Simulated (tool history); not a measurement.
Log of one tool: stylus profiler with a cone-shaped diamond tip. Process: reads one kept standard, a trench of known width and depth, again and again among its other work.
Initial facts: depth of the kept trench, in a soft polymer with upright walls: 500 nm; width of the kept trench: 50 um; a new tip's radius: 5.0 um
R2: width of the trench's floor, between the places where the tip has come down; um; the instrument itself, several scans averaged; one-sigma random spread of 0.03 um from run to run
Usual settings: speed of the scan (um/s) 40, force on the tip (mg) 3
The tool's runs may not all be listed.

run 1 hour=0 | speed_of_the_scan_(um/s)=40 force_on_the_tip_(mg)=3 | depth_of_the_trench_(nm)=506.65 R2=45.51
run 2 hour=16.9 | speed_of_the_scan_(um/s)=40 force_on_the_tip_(mg)=3 | depth_of_the_trench_(nm)=506.74 R2=45.5
run 3 hour=33.4 | speed_of_the_scan_(um/s)=40 force_on_the_tip_(mg)=3 | depth_of_the_trench_(nm)=506.79 R2=45.55
run 4 hour=54.3 | speed_of_the_scan_(um/s)=40 force_on_the_tip_(mg)=3 | depth_of_the_trench_(nm)=507.01 R2=45.49
run 5 hour=64.7 | speed_of_the_scan_(um/s)=40 force_on_the_tip_(mg)=3 | depth_of_the_trench_(nm)=506.62 R2=45.52
run 6 hour=81.5 | speed_of_the_scan_(um/s)=40 force_on_the_tip_(mg)=3 | depth_of_the_trench_(nm)=506.65 R2=45.54
run 7 hour=101.6 | speed_of_the_scan_(um/s)=40 force_on_the_tip_(mg)=3 | depth_of_the_trench_(nm)=506.35 R2=45.5
run 8 hour=123.8 | speed_of_the_scan_(um/s)=40 force_on_the_tip_(mg)=3 | depth_of_the_trench_(nm)=506.48 R2=45.52
run 9 hour=144.1 | speed_of_the_scan_(um/s)=40 force_on_the_tip_(mg)=3 | depth_of_the_trench_(nm)=506.54 R2=45.54
run 10 hour=156.9 | speed_of_the_scan_(um/s)=107 force_on_the_tip_(mg)=8.87 | depth_of_the_trench_(nm)=513.67 R2=45.39
run 11 hour=175.5 | speed_of_the_scan_(um/s)=107 force_on_the_tip_(mg)=8.87 | depth_of_the_trench_(nm)=513.84 R2=45.42
run 12 hour=191 | speed_of_the_scan_(um/s)=31 force_on_the_tip_(mg)=8.87 | depth_of_the_trench_(nm)=513.37 R2=45.52
run 13 hour=206.6 | speed_of_the_scan_(um/s)=31 force_on_the_tip_(mg)=8.87 | depth_of_the_trench_(nm)=513.47 R2=45.59
run 14 hour=219.6 | speed_of_the_scan_(um/s)=66 force_on_the_tip_(mg)=1.1 | depth_of_the_trench_(nm)=503.29 R2=45.26
run 15 hour=231.8 | speed_of_the_scan_(um/s)=66 force_on_the_tip_(mg)=1.99 | depth_of_the_trench_(nm)=504.97 R2=45.4
run 16 hour=242.8 | speed_of_the_scan_(um/s)=64 force_on_the_tip_(mg)=7.75 | depth_of_the_trench_(nm)=512.32 R2=45.51
run 17 hour=262 | speed_of_the_scan_(um/s)=29 force_on_the_tip_(mg)=2.07 | depth_of_the_trench_(nm)=505.2 R2=45.49
run 18 hour=276.3 | speed_of_the_scan_(um/s)=29 force_on_the_tip_(mg)=2.07 | depth_of_the_trench_(nm)=505.01 R2=45.5

5 options for the next run, each taken on its own from the tool as it stands now. Forecast them:
run A hour=290.9 | speed_of_the_scan_(um/s)=127 force_on_the_tip_(mg)=2.07 | depth_of_the_trench_(nm)=? R2=?
run B hour=290.9 | speed_of_the_scan_(um/s)=12 force_on_the_tip_(mg)=1.76 | depth_of_the_trench_(nm)=? R2=?
run C hour=290.9 | speed_of_the_scan_(um/s)=105 force_on_the_tip_(mg)=2.07 | depth_of_the_trench_(nm)=? R2=?
run D hour=290.9 | speed_of_the_scan_(um/s)=25 force_on_the_tip_(mg)=5.1 | depth_of_the_trench_(nm)=? R2=?
run E hour=290.9 | speed_of_the_scan_(um/s)=65 force_on_the_tip_(mg)=4.18 | depth_of_the_trench_(nm)=? R2=?

run=A depth_of_the_trench_(nm)=505.16 R2=45.13
run=B depth_of_the_trench_(nm)=504.73 R2=45.57
run=C depth_of_the_trench_(nm)=505.21 R2=45.21
run=D depth_of_the_trench_(nm)=509.61 R2=45.52
run=E depth_of_the_trench_(nm)=508.14 R2=45.43
What these runs would have given with no unlogged condition in the tool:
run=A depth_of_the_trench_(nm)=505.16 R2=45.13
run=B depth_of_the_trench_(nm)=504.72 R2=45.57
run=C depth_of_the_trench_(nm)=505.2 R2=45.21
run=D depth_of_the_trench_(nm)=509.61 R2=45.52
run=E depth_of_the_trench_(nm)=508.14 R2=45.43
